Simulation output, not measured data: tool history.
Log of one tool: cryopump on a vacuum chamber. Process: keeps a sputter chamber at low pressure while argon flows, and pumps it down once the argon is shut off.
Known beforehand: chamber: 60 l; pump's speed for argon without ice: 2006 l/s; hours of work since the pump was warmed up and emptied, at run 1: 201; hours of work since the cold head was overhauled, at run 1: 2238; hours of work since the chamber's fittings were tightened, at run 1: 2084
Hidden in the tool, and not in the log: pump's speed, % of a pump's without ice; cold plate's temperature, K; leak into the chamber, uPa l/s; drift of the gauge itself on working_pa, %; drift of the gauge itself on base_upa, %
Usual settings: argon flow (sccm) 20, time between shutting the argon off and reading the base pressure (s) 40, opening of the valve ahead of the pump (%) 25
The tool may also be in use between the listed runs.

run	hour	argon flow (sccm)	time between shutting the argon off and reading the base pressure (s)	opening of the valve ahead of the pump (%)	hours of work since the pump was warmed up and emptied	hours of work since the cold head was overhauled	hours of work since the chamber's fittings were tightened	pressure while argon flows (Pa)	pressure after the wait (uPa)
1	0.0	20	40	25	201	2238	2084	0.0696	3.64
2	81.6	20	40	25	265	2302	2149	0.0699	3.87
3	152.0	9	40	25	320	2357	2204	0.0315	3.95
4	209.5	10	40	25	366	2403	2249	0.0355	4.18
# hour 242.2: leaking fittings of the chamber tightened, without venting
5	285.5	25	40	25	424	2461	34	0.0880	2.00
6	390.6	25	40	25	507	2544	117	0.0891	2.12
7	463.1	25	40	25	564	2601	174	0.0891	2.24
8	508.4	25	170	25	600	2637	210	0.0902	0.83
9	586.5	25	170	25	661	2698	271	0.0912	0.87
10	657.0	20	39	25	717	2754	327	0.0728	2.42
11	714.9	20	40	25	762	2799	372	0.0738	2.40
12	779.8	37	40	25	813	2850	423	0.1370	2.51
13	830.6	20	40	25	853	2890	463	0.0745	2.47
14	886.6	20	190	25	897	2934	508	0.0742	1.17
15	959.1	20	40	25	955	2992	565	0.0766	2.78
# hour 970.4: pump warmed up, emptied and cooled again
16	1055.4	20	40	51	67	3064	637	0.0340	2.46
17	1164.0	20	40	51	153	3149	722	0.0344	2.59
18	1209.9	37	40	39	189	3185	758	0.0831	2.63
19	1309.4	37	40	39	267	3264	837	0.0830	2.69

For run 20, what comes out?
20	1375.2	17	206	24	319	3315	889	?	?

pressure while argon flows (Pa): 0.0620
pressure after the wait (uPa): 1.27
Take away the tool's hidden state, keep the run-to-run variation as it was, and the same run would have given pressure while argon flows (Pa) 0.0597, pressure after the wait (uPa) 0.48.
